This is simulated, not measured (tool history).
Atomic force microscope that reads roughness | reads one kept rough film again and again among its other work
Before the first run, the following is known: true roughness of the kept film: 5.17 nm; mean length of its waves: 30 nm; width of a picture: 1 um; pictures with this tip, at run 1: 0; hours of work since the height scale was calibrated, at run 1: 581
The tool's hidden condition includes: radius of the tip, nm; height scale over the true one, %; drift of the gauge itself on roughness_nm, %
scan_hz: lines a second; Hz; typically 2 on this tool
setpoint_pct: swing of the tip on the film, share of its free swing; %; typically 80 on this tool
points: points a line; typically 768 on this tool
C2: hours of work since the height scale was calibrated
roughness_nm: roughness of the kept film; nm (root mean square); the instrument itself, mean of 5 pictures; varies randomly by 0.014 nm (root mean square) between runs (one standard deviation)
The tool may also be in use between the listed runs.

{"run": 1, "hour": 0.0, "scan_hz": 2, "setpoint_pct": 80, "points": 768, "pictures with this tip": 0, "C2": 581, "roughness_nm": 3.462}
{"run": 2, "hour": 25.5, "scan_hz": 2, "setpoint_pct": 80, "points": 768, "pictures with this tip": 38, "C2": 592, "roughness_nm": 3.253}
{"run": 3, "hour": 46.4, "scan_hz": 2, "setpoint_pct": 80, "points": 403, "pictures with this tip": 69, "C2": 601, "roughness_nm": 3.068}
{"run": 4, "hour": 72.2, "scan_hz": 2, "setpoint_pct": 80, "points": 403, "pictures with this tip": 107, "C2": 613, "roughness_nm": 2.915}
{"run": 5, "hour": 97.2, "scan_hz": 2, "setpoint_pct": 80, "points": 768, "pictures with this tip": 144, "C2": 624, "roughness_nm": 2.801}
{"run": 6, "hour": 123.2, "scan_hz": 2, "setpoint_pct": 80, "points": 768, "pictures with this tip": 182, "C2": 636, "roughness_nm": 2.683}
{"run": 7, "hour": 143.4, "scan_hz": 2, "setpoint_pct": 80, "points": 768, "pictures with this tip": 212, "C2": 645, "roughness_nm": 2.596}
{"run": 8, "hour": 168.3, "scan_hz": 2, "setpoint_pct": 80, "points": 292, "pictures with this tip": 249, "C2": 656, "roughness_nm": 2.454}
{"run": 9, "hour": 192.8, "scan_hz": 2, "setpoint_pct": 80, "points": 292, "pictures with this tip": 285, "C2": 667, "roughness_nm": 2.342}
{"run": 10, "hour": 219.8, "scan_hz": 2, "setpoint_pct": 80, "points": 292, "pictures with this tip": 325, "C2": 679, "roughness_nm": 2.261}
{"run": 11, "hour": 251.9, "scan_hz": 2, "setpoint_pct": 80, "points": 768, "pictures with this tip": 372, "C2": 693, "roughness_nm": 2.199}
{"hour": 264.2, "done": "new tip fitted"}
{"run": 12, "hour": 270.6, "scan_hz": 2, "setpoint_pct": 80, "points": 768, "pictures with this tip": 9, "C2": 701, "roughness_nm": 3.413}
{"run": 13, "hour": 300.3, "scan_hz": 2, "setpoint_pct": 80, "points": 768, "pictures with this tip": 53, "C2": 714, "roughness_nm": 3.2}
{"run": 14, "hour": 323.1, "scan_hz": 2, "setpoint_pct": 80, "points": 768, "pictures with this tip": 86, "C2": 724, "roughness_nm": 3.055}
{"run": 15, "hour": 353.1, "scan_hz": 2, "setpoint_pct": 80, "points": 768, "pictures with this tip": 131, "C2": 738, "roughness_nm": 2.855}
{"run": 16, "hour": 367.9, "scan_hz": 2, "setpoint_pct": 80, "points": 768, "pictures with this tip": 153, "C2": 744, "roughness_nm": 2.762}
{"run": 17, "hour": 401.9, "scan_hz": 2, "setpoint_pct": 80, "points": 768, "pictures with this tip": 203, "C2": 759, "roughness_nm": 2.596}
{"run": 18, "hour": 432.3, "scan_hz": 2, "setpoint_pct": 80, "points": 768, "pictures with this tip": 247, "C2": 773, "roughness_nm": 2.487}
{"run": 19, "hour": 460.7, "scan_hz": 2, "setpoint_pct": 80, "points": 768, "pictures with this tip": 289, "C2": 785, "roughness_nm": 2.359}
{"run": 20, "hour": 487.1, "scan_hz": 2, "setpoint_pct": 80, "points": 768, "pictures with this tip": 328, "C2": 797, "roughness_nm": 2.287}
{"run": 21, "hour": 518.8, "scan_hz": 2, "setpoint_pct": 56, "points": 768, "pictures with this tip": 375, "C2": 811, "roughness_nm": 2.51}
{"hour": 531.4, "done": "new tip fitted"}
{"run": 22, "hour": 544.1, "scan_hz": 2, "setpoint_pct": 56, "points": 617, "pictures with this tip": 19, "C2": 822, "roughness_nm": 3.82}
{"run": 23, "hour": 574.8, "scan_hz": 2, "setpoint_pct": 56, "points": 672, "pictures with this tip": 64, "C2": 836, "roughness_nm": 3.582}
{"run": 24, "hour": 606.0, "scan_hz": 2, "setpoint_pct": 56, "points": 672, "pictures with this tip": 110, "C2": 850, "roughness_nm": 3.378}

What will run 25 give?
{"run": 25, "hour": 640.0, "scan_hz": 2, "setpoint_pct": 56, "points": 672, "pictures with this tip": 160, "C2": 865, "roughness_nm": "?"}

{"run 25": {"roughness_nm": 3.174}}
If the tool had no hidden condition, the same run with the same run-to-run variation would have returned roughness_nm 4.003 nm (root mean square).
